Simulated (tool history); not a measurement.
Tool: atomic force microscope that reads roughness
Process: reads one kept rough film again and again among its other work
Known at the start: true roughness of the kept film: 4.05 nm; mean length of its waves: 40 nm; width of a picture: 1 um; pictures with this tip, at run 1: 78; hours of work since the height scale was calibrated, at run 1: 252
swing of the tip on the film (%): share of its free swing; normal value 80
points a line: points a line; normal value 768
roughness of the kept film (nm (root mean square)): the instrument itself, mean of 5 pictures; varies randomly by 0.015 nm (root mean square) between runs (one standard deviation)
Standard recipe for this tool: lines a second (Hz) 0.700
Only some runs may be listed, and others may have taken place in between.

run	day	lines a second (Hz)	swing of the tip on the film (%)	points a line	pictures with this tip	hours of work since the height scale was calibrated	roughness of the kept film (nm (root mean square))
1	0.000	0.700	80	768	78	252	3.328
2	1.188	0.551	80	768	116	264	3.264
3	1.992	2.804	80	768	142	273	2.698
# day 2.854: new tip fitted
4	2.888	2.804	80	768	1	282	3.055
5	4.050	0.700	80	768	38	294	3.444
6	4.912	0.700	80	768	66	303	3.382
7	5.712	0.700	80	768	92	311	3.258
8	6.838	2.806	80	768	129	322	2.749
9	7.871	1.300	80	768	162	333	2.978
# day 8.208: new tip fitted
10	9.267	1.300	80	768	34	347	3.303
11	10.396	1.300	80	768	71	359	3.194
12	11.092	0.700	82	768	93	366	3.280
13	11.867	0.700	76	795	118	374	3.276
14	12.662	0.700	76	795	144	382	3.200
# day 13.442: new tip fitted
15	14.250	0.700	76	795	26	398	3.510
16	15.292	0.662	79	768	60	409	3.413
17	16.092	0.662	79	768	86	417	3.311
18	17.346	0.837	71	812	127	430	3.265
19	18.325	0.837	71	812	158	440	3.198
# day 18.700: new tip fitted
20	19.388	0.700	63	768	22	451	3.634
21	20.100	2.897	67	354	45	458	3.248
22	21.262	0.539	89	267	83	470	3.248
23	22.742	0.539	89	267	131	485	3.148

Predict each of these 5 candidate next runs independently; none follows another, all start after run 23:
A	23.521	0.539	89	879	156	493	?
B	23.521	0.539	85	900	156	493	?
C	23.521	2.081	78	406	156	493	?
D	23.521	3.119	85	295	156	493	?
E	23.521	0.700	85	305	156	493	?

run	roughness of the kept film (nm (root mean square))
A	3.100
B	3.158
C	2.878
D	2.472
E	3.089
What these runs would have given with no unlogged condition in the tool:
run	roughness of the kept film (nm (root mean square))
A	3.521
B	3.589
C	3.269
D	2.808
E	3.510

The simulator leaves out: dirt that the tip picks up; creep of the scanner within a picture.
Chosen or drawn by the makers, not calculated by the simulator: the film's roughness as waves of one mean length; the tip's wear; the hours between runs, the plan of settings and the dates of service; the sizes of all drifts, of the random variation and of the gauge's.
